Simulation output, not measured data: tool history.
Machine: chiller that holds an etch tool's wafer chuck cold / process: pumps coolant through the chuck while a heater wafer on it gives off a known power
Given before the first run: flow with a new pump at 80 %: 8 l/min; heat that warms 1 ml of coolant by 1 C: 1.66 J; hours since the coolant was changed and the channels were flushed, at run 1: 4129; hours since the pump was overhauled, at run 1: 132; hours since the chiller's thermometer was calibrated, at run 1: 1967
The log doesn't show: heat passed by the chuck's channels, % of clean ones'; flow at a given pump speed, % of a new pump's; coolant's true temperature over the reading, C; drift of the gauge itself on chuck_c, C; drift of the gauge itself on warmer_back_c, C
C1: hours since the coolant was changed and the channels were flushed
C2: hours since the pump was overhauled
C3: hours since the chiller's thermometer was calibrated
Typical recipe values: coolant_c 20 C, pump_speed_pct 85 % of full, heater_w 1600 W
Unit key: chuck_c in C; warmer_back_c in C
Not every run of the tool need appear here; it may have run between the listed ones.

{"run": 1, "hour": 0.0, "coolant_c": 20, "pump_speed_pct": 85, "heater_w": 1600, "C1": 4129, "C2": 132, "C3": 1967, "chuck_c": 40.9, "warmer_back_c": 6.89}
{"run": 2, "hour": 24.2, "coolant_c": 20, "pump_speed_pct": 85, "heater_w": 1015, "C1": 4153, "C2": 156, "C3": 1991, "chuck_c": 33.4, "warmer_back_c": 4.39}
{"run": 3, "hour": 54.3, "coolant_c": 20, "pump_speed_pct": 85, "heater_w": 1015, "C1": 4183, "C2": 186, "C3": 2021, "chuck_c": 33.3, "warmer_back_c": 4.33}
{"run": 4, "hour": 72.8, "coolant_c": 20, "pump_speed_pct": 85, "heater_w": 1015, "C1": 4201, "C2": 204, "C3": 2040, "chuck_c": 33.5, "warmer_back_c": 4.4}
{"run": 5, "hour": 93.8, "coolant_c": 20, "pump_speed_pct": 85, "heater_w": 1015, "C1": 4222, "C2": 225, "C3": 2061, "chuck_c": 33.5, "warmer_back_c": 4.38}
{"run": 6, "hour": 112.2, "coolant_c": 20, "pump_speed_pct": 85, "heater_w": 1015, "C1": 4241, "C2": 244, "C3": 2079, "chuck_c": 33.4, "warmer_back_c": 4.35}
{"run": 7, "hour": 131.3, "coolant_c": 20, "pump_speed_pct": 85, "heater_w": 1600, "C1": 4260, "C2": 263, "C3": 2098, "chuck_c": 41.0, "warmer_back_c": 6.91}
{"hour": 157.5, "done": "chiller's thermometer calibrated"}
{"run": 8, "hour": 158.9, "coolant_c": 20, "pump_speed_pct": 85, "heater_w": 1600, "C1": 4286, "C2": 290, "C3": 1, "chuck_c": 40.9, "warmer_back_c": 6.94}
{"run": 9, "hour": 176.3, "coolant_c": 20, "pump_speed_pct": 85, "heater_w": 1600, "C1": 4304, "C2": 307, "C3": 19, "chuck_c": 40.8, "warmer_back_c": 6.98}
{"run": 10, "hour": 193.8, "coolant_c": 20, "pump_speed_pct": 85, "heater_w": 1600, "C1": 4321, "C2": 324, "C3": 36, "chuck_c": 40.8, "warmer_back_c": 6.83}
{"run": 11, "hour": 213.5, "coolant_c": 20, "pump_speed_pct": 85, "heater_w": 1600, "C1": 4341, "C2": 344, "C3": 56, "chuck_c": 41.0, "warmer_back_c": 6.9}
{"run": 12, "hour": 243.0, "coolant_c": 20, "pump_speed_pct": 85, "heater_w": 1600, "C1": 4371, "C2": 374, "C3": 85, "chuck_c": 40.9, "warmer_back_c": 6.98}
{"run": 13, "hour": 269.3, "coolant_c": 20, "pump_speed_pct": 63, "heater_w": 857, "C1": 4397, "C2": 400, "C3": 112, "chuck_c": 34.1, "warmer_back_c": 4.99}
{"run": 14, "hour": 292.0, "coolant_c": 12, "pump_speed_pct": 99, "heater_w": 1206, "C1": 4420, "C2": 423, "C3": 135, "chuck_c": 26.2, "warmer_back_c": 4.44}
{"run": 15, "hour": 312.6, "coolant_c": 20, "pump_speed_pct": 85, "heater_w": 2262, "C1": 4440, "C2": 443, "C3": 155, "chuck_c": 49.7, "warmer_back_c": 9.83}
{"run": 16, "hour": 325.9, "coolant_c": 20, "pump_speed_pct": 85, "heater_w": 2262, "C1": 4453, "C2": 456, "C3": 168, "chuck_c": 49.5, "warmer_back_c": 9.8}
{"run": 17, "hour": 348.2, "coolant_c": 21, "pump_speed_pct": 70, "heater_w": 1721, "C1": 4476, "C2": 479, "C3": 191, "chuck_c": 47.1, "warmer_back_c": 9.15}
{"run": 18, "hour": 363.7, "coolant_c": 18, "pump_speed_pct": 85, "heater_w": 2358, "C1": 4491, "C2": 494, "C3": 206, "chuck_c": 49.0, "warmer_back_c": 10.21}
{"run": 19, "hour": 384.2, "coolant_c": 18, "pump_speed_pct": 85, "heater_w": 2358, "C1": 4512, "C2": 515, "C3": 227, "chuck_c": 48.8, "warmer_back_c": 10.24}
{"run": 20, "hour": 401.0, "coolant_c": 18, "pump_speed_pct": 85, "heater_w": 2358, "C1": 4529, "C2": 532, "C3": 243, "chuck_c": 49.0, "warmer_back_c": 10.17}
{"run": 21, "hour": 429.3, "coolant_c": 14, "pump_speed_pct": 75, "heater_w": 1390, "C1": 4557, "C2": 560, "C3": 272, "chuck_c": 34.1, "warmer_back_c": 6.86}
{"run": 22, "hour": 449.4, "coolant_c": 14, "pump_speed_pct": 75, "heater_w": 1390, "C1": 4577, "C2": 580, "C3": 292, "chuck_c": 34.1, "warmer_back_c": 6.81}
{"run": 23, "hour": 471.6, "coolant_c": 14, "pump_speed_pct": 75, "heater_w": 1390, "C1": 4599, "C2": 602, "C3": 314, "chuck_c": 34.2, "warmer_back_c": 6.83}

Below are 5 alternative next runs, each starting from the tool's condition after run 23. Predict each:
{"run": "A", "hour": 492.5, "coolant_c": 20, "pump_speed_pct": 63, "heater_w": 1373, "C1": 4620, "C2": 623, "C3": 335, "chuck_c": "?", "warmer_back_c": "?"}
{"run": "B", "hour": 492.5, "coolant_c": 25, "pump_speed_pct": 84, "heater_w": 1390, "C1": 4620, "C2": 623, "C3": 335, "chuck_c": "?", "warmer_back_c": "?"}
{"run": "C", "hour": 492.5, "coolant_c": 28, "pump_speed_pct": 79, "heater_w": 1600, "C1": 4620, "C2": 623, "C3": 335, "chuck_c": "?", "warmer_back_c": "?"}
{"run": "D", "hour": 492.5, "coolant_c": 20, "pump_speed_pct": 85, "heater_w": 1417, "C1": 4620, "C2": 623, "C3": 335, "chuck_c": "?", "warmer_back_c": "?"}
{"run": "E", "hour": 492.5, "coolant_c": 20, "pump_speed_pct": 77, "heater_w": 1640, "C1": 4620, "C2": 623, "C3": 335, "chuck_c": "?", "warmer_back_c": "?"}

run=A chuck_c=42.8 warmer_back_c=8.07
run=B chuck_c=43.5 warmer_back_c=6.08
run=C chuck_c=50.4 warmer_back_c=7.46
run=D chuck_c=38.9 warmer_back_c=6.17
run=E chuck_c=43.3 warmer_back_c=7.87
Without the tool's hidden state the same runs would have given:
run=A chuck_c=40.3 warmer_back_c=7.90
run=B chuck_c=41.4 warmer_back_c=5.95
run=C chuck_c=48.0 warmer_back_c=7.30
run=D chuck_c=36.8 warmer_back_c=6.04
run=E chuck_c=40.8 warmer_back_c=7.70
